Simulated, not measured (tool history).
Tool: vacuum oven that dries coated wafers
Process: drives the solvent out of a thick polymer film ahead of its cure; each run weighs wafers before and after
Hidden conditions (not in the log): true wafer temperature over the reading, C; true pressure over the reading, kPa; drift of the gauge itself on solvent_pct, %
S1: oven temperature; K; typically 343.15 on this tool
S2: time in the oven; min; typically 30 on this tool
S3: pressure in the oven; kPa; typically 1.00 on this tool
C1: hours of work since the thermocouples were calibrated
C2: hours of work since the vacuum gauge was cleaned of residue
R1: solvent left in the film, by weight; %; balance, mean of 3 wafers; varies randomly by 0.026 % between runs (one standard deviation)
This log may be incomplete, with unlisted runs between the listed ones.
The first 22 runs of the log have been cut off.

Run 23, hour 459.1: usual settings but S2 23 min; C1 265; C2 636. Result: R1 6.67 %.
Run 24, hour 475.2: usual settings; C1 274; C2 645. Result: R1 4.99 %.
Run 25, hour 497.4: usual settings; C1 286; C2 657. Result: R1 4.99 %.
Run 26, hour 509.2: usual settings but S2 49 min, S3 2.98 kPa; C1 292; C2 664. Result: R1 2.91 %.
Run 27, hour 533.9: usual settings but S2 49 min, S3 2.98 kPa; C1 305; C2 677. Result: R1 2.89 %.
At hour 537.4: vacuum gauge cleaned of residue and calibrated.
Run 28, hour 552.2: usual settings but S1 334.15 K, S2 49 min, S3 3.14 kPa; C1 314; C2 8. Result: R1 5.30 %.
Run 29, hour 576.4: usual settings but S1 334.15 K, S2 49 min, S3 3.14 kPa; C1 328; C2 21. Result: R1 5.32 %.
Run 30, hour 588.2: usual settings but S1 353.15 K, S2 24 min, S3 3.14 kPa; C1 334; C2 28. Result: R1 4.16 %.
Run 31, hour 609.5: usual settings but S1 336.15 K, S2 49 min, S3 3.50 kPa; C1 345; C2 39. Result: R1 4.83 %.
At hour 613.1: vacuum gauge cleaned of residue and calibrated, once more.
Run 32, hour 635.9: usual settings but S1 348.15 K, S2 49 min, S3 0.73 kPa; C1 359; C2 12. Result: R1 1.37 %.
Run 33, hour 663.1: usual settings but S1 348.15 K, S2 49 min, S3 0.73 kPa; C1 374; C2 27. Result: R1 1.38 %.
Run 34, hour 688.9: usual settings but S1 339.15 K, S2 32 min; C1 388; C2 41. Result: R1 5.62 %.
Run 35, hour 717.3: usual settings but S1 339.15 K, S2 32 min; C1 403; C2 56. Result: R1 5.62 %.
Run 36, hour 741.8: usual settings but S1 351.15 K, S2 43 min, S3 0.55 kPa; C1 416; C2 70. Result: R1 1.35 %.
Run 37, hour 766.5: usual settings but S1 351.15 K, S2 43 min, S3 0.55 kPa; C1 430; C2 83. Result: R1 1.35 %.
Run 38, hour 791.8: usual settings but S1 348.15 K, S2 27 min, S3 1.75 kPa; C1 443; C2 97. Result: R1 4.33 %.
Run 39, hour 813.9: usual settings but S1 346.15 K, S2 18 min, S3 1.15 kPa; C1 455; C2 109. Result: R1 7.33 %.
Run 40, hour 833.9: usual settings but S1 357.15 K, S2 18 min, S3 1.94 kPa; C1 466; C2 120. Result: R1 4.54 %.
Run 41, hour 856.2: usual settings but S1 357.15 K, S2 18 min, S3 1.94 kPa; C1 478; C2 132. Result: R1 4.54 %.
Run 42, hour 883.4: usual settings but S1 357.15 K, S2 18 min, S3 1.94 kPa; C1 493; C2 146. Result: R1 4.56 %.
Run 43, hour 906.5: usual settings but S1 346.15 K, S2 22 min, S3 2.16 kPa; C1 505; C2 159. Result: R1 6.21 %.
Run 44, hour 924.8: usual settings but S2 45 min; C1 515; C2 169. Result: R1 2.65 %.
Run 45, hour 939.8: usual settings but S2 45 min; C1 523; C2 177. Result: R1 2.64 %.
Run 46, hour 956.4: usual settings; C1 532; C2 186. Result: R1 4.86 %.
Run 47, hour 979.4: usual settings but S1 334.15 K, S2 15 min, S3 1.91 kPa; C1 545; C2 198. Result: R1 11.73 %.

Predict each of these 3 candidate next runs independently; none follows another, all start after run 47:
Run A, hour 1006.8: usual settings but S1 334.15 K, S2 19 min, S3 1.91 kPa; C1 560; C2 213. Result: R1 ?.
Run B, hour 1006.8: usual settings but S1 334.15 K, S2 15 min, S3 2.72 kPa; C1 560; C2 213. Result: R1 ?.
Run C, hour 1006.8: usual settings but S1 330.15 K, S2 43 min, S3 1.11 kPa; C1 560; C2 213. Result: R1 ?.

run     R1
  A  10.44
  B  11.86
  C   6.40
Without the tool's hidden state the same runs would have given:
run     R1
  A  10.66
  B  12.06
  C   6.64

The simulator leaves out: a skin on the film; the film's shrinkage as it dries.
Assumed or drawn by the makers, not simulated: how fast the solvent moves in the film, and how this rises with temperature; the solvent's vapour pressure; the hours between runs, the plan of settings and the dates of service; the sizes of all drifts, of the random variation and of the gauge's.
